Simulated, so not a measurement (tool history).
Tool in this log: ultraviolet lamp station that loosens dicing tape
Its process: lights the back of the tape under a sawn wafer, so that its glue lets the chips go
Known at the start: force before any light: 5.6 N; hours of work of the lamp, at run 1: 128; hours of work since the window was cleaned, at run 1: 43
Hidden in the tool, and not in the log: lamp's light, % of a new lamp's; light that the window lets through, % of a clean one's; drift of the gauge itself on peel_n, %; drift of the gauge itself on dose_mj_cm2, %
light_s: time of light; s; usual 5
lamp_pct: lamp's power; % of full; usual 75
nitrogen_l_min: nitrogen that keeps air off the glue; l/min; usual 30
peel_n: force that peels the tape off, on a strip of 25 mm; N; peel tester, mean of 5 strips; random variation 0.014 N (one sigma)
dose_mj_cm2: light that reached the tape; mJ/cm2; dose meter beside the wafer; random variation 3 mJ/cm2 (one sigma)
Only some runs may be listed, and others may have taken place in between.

run,hour,light_s,lamp_pct,nitrogen_l_min,hours of work of the lamp,hours of work since the window was cleaned,peel_n,dose_mj_cm2
1,0,5,75,30,128,43,0.731,424
2,7.8,5,75,53,132,47,0.477,427
3,12.4,5,75,30,133,48,0.767,424
4,16.8,5,75,30,135,50,0.772,419
5,20.5,5,75,30,137,52,0.756,415
6,26.8,5,75,30,139,54,0.763,418
7,33,5,75,30,142,57,0.747,415
8,38.7,4,69,12,144,59,2.071,308
9,45.4,8,97,38,147,62,0.121,855
10,53,6,94,39,150,65,0.244,618
11,61.1,6,94,39,153,68,0.249,623
12,65.7,6,94,39,155,70,0.249,621

Here are 3 independent what-if runs from the current tool condition. What would each one return?
A,73.5,6,92,46,158,73,?,?
B,73.5,4,75,28,158,73,?,?
C,73.5,5,73,30,158,73,?,?

run,peel_n,dose_mj_cm2
A,0.222,611
B,1.243,326
C,0.818,397
Had the tool no hidden state, the same runs would have come out as:
run,peel_n,dose_mj_cm2
A,0.168,681
B,1.048,363
C,0.664,443
